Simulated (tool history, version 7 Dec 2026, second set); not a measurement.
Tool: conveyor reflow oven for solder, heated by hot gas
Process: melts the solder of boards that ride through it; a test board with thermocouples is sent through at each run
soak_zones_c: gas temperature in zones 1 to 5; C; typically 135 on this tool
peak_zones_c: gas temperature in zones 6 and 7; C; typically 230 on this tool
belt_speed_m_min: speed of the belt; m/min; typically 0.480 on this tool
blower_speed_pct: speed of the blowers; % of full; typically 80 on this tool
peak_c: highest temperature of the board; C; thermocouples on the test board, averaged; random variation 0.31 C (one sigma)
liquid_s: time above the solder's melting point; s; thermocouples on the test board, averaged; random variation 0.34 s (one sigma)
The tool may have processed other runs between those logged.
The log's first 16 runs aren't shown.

| run | hour | soak_zones_c | peak_zones_c | belt_speed_m_min | blower_speed_pct | peak_c | liquid_s |
|---|---|---|---|---|---|---|---|
| 17 | 886.4 | 131 | 221 | 0.480 | 62 | 206.3 | 60.2 |
| 18 | 954.4 | 135 | 230 | 0.384 | 61 | 220.2 | 98.9 |
| 19 | 994.1 | 143 | 230 | 0.485 | 80 | 218.4 | 79.9 |
|  | 1036.8 | flux residue cleaned out of gas plates and filters |
| 20 | 1071.8 | 135 | 230 | 0.470 | 80 | 220.6 | 80.8 |
| 21 | 1143.4 | 135 | 230 | 0.470 | 80 | 220.7 | 81.2 |
| 22 | 1187.9 | 135 | 230 | 0.470 | 80 | 220.1 | 81.1 |
| 23 | 1228.1 | 135 | 230 | 0.470 | 80 | 220.5 | 80.6 |
| 24 | 1301.5 | 124 | 230 | 0.536 | 88 | 215.9 | 62.4 |
|  | 1334.2 | belt drive overhauled, speed set with a stopwatch |
| 25 | 1368.4 | 124 | 230 | 0.536 | 88 | 214.7 | 61.0 |
| 26 | 1409.6 | 124 | 230 | 0.536 | 88 | 215.9 | 60.7 |
|  | 1472.9 | flux residue cleaned out of gas plates and filters |
| 27 | 1478.3 | 124 | 230 | 0.536 | 88 | 218.0 | 64.0 |
| 28 | 1553.4 | 124 | 230 | 0.536 | 88 | 217.9 | 64.5 |
| 29 | 1603.6 | 124 | 230 | 0.536 | 88 | 217.2 | 63.8 |
| 30 | 1647.3 | 135 | 230 | 0.535 | 57 | 212.0 | 60.1 |

Alternative continuations, all from the tool just after run 30; predict every row:
| A | 1705.0 | 138 | 230 | 0.480 | 80 | ? | ? |
| B | 1705.0 | 142 | 230 | 0.535 | 88 | ? | ? |
| C | 1705.0 | 135 | 244 | 0.570 | 57 | ? | ? |
| D | 1705.0 | 135 | 234 | 0.486 | 51 | ? | ? |

| run | peak_c | liquid_s |
|---|---|---|
| A | 220.7 | 80.1 |
| B | 220.4 | 72.0 |
| C | 221.0 | 65.0 |
| D | 216.8 | 72.1 |
Take away the tool's hidden state, keep each run's random variation, and the runs would have read:
| run | peak_c | liquid_s |
|---|---|---|
| A | 219.6 | 79.2 |
| B | 219.4 | 71.2 |
| C | 220.3 | 64.2 |
| D | 215.7 | 70.8 |
